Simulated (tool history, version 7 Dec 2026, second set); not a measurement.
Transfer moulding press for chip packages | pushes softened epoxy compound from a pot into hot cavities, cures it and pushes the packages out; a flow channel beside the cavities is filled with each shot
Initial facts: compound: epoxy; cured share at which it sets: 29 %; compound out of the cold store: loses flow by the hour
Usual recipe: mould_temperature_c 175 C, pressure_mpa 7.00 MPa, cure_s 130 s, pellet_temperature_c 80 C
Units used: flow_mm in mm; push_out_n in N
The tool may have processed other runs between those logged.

run	hour	mould_temperature_c	pressure_mpa	cure_s	pellet_temperature_c	incoming compound's hours out of the cold store	flow_mm	push_out_n
1	0.0	175	7.00	130	80	24.4	936	584
2	20.8	175	6.47	130	80	8.2	937	614
3	41.2	175	6.47	130	80	38.9	863	630
# hour 54.3: cavities cleaned with cleaning compound and waxed
4	55.1	175	6.47	130	80	21.4	903	389
5	73.4	175	7.00	130	80	10.2	964	435
6	89.5	175	7.00	130	80	44.0	883	470
7	102.5	175	7.00	130	80	39.0	898	526
8	117.4	168	7.00	130	80	12.3	981	890
9	135.0	168	7.00	130	80	22.9	951	943
10	150.4	168	7.00	130	80	16.8	969	1011
11	163.8	175	5.74	130	80	40.9	806	629
# hour 176.3: cavities cleaned with cleaning compound and waxed
12	186.0	175	7.00	130	80	14.7	947	423
13	206.5	175	7.00	130	80	34.6	901	488
14	221.9	175	7.00	130	80	22.1	925	526
15	235.8	168	7.00	163	77	12.2	972	569
16	252.4	168	7.00	141	75	43.6	902	725
17	264.8	168	7.00	141	75	42.3	899	763
18	282.3	173	7.00	130	85	17.1	939	708
19	294.8	170	5.24	130	83	19.3	813	898
# hour 299.3: cavities cleaned with cleaning compound and waxed
20	307.4	180	5.52	155	82	19.3	811	331
21	317.2	173	7.00	130	80	24.2	926	516
22	327.4	170	7.00	113	77	46.2	886	885
23	344.5	170	7.00	113	77	37.8	898	940
24	355.3	170	7.00	113	77	21.5	938	1028
25	376.4	173	7.00	157	77	16.5	937	538
26	390.5	183	8.64	145	81	25.7	987	490
# hour 410.4: mould's thermocouples calibrated
27	410.4	175	6.17	130	86	22.0	856	611
# hour 423.6: cavities cleaned with cleaning compound and waxed
28	431.4	175	6.17	130	86	38.9	821	387

Below are 4 alternative next runs, each starting from the tool's condition after run 28. Predict each:
A	452.6	175	6.45	130	89	26.6	?	?
B	452.6	180	6.17	130	80	32.8	?	?
C	452.6	183	6.17	130	86	16.9	?	?
D	452.6	175	7.31	130	86	19.0	?	?

run	flow_mm	push_out_n
A	865	460
B	820	406
C	846	392
D	937	466
Stripped of hidden state, with their random variation kept, the same runs would have yielded:
run	flow_mm	push_out_n
A	895	353
B	849	313
C	876	302
D	970	358
